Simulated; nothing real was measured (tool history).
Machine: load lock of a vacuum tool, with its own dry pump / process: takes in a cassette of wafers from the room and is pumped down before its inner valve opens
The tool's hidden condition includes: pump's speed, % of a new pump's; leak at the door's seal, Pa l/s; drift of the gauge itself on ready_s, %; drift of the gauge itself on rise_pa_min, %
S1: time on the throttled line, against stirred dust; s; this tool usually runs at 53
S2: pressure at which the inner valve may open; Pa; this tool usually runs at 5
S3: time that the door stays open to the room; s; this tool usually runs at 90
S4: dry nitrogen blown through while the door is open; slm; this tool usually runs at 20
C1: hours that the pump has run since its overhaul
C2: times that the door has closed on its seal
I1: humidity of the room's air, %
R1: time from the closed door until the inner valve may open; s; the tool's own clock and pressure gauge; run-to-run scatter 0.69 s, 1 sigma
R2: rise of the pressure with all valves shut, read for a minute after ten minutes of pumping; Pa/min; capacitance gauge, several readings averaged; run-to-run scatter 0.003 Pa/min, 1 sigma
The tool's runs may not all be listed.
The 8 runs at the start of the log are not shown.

| run | hour | S1 | S2 | S3 | S4 | C1 | C2 | I1 | R1 | R2 |
|---|---|---|---|---|---|---|---|---|---|---|
| 9 | 2204.8 | 53 | 5 | 90 | 20 | 10891 | 28664 | 44.2 | 110.7 | 0.264 |
| 10 | 2618.2 | 53 | 5 | 90 | 10 | 11305 | 29961 | 46.7 | 111.4 | 0.298 |
| 11 | 2819.7 | 53 | 5 | 90 | 31 | 11506 | 30593 | 45.2 | 111.9 | 0.289 |
| 12 | 3131.4 | 53 | 5 | 90 | 31 | 11818 | 31571 | 44.8 | 112.4 | 0.298 |
| 13 | 3527.6 | 53 | 5 | 38 | 20 | 12214 | 32813 | 44.6 | 111.8 | 0.299 |
| 14 | 3741.7 | 53 | 5 | 38 | 20 | 12428 | 33485 | 43.2 | 112.9 | 0.306 |
| 15 | 3953.6 | 53 | 5 | 38 | 20 | 12640 | 34149 | 45.4 | 112.4 | 0.314 |
| 16 | 4165.2 | 53 | 5 | 90 | 20 | 12852 | 34813 | 43.4 | 114.1 | 0.342 |
| 17 | 4399.6 | 53 | 5 | 90 | 22 | 13086 | 35549 | 42.7 | 114 | 0.357 |
| 18 | 4740.7 | 53 | 5 | 90 | 22 | 13427 | 36619 | 46.9 | 113.1 | 0.369 |

Run 19 comes next. What will it give?
| 19 | 4935.4 | 33 | 6 | 122 | 10 | 13622 | 37229 | 40.6 | ? | ? |

{"run 19": {"R1": 98.1, "R2": 0.387}}
The same run, on a tool lacking any hidden state, would have yielded R1 87.9 s, R2 0.064 Pa/min.

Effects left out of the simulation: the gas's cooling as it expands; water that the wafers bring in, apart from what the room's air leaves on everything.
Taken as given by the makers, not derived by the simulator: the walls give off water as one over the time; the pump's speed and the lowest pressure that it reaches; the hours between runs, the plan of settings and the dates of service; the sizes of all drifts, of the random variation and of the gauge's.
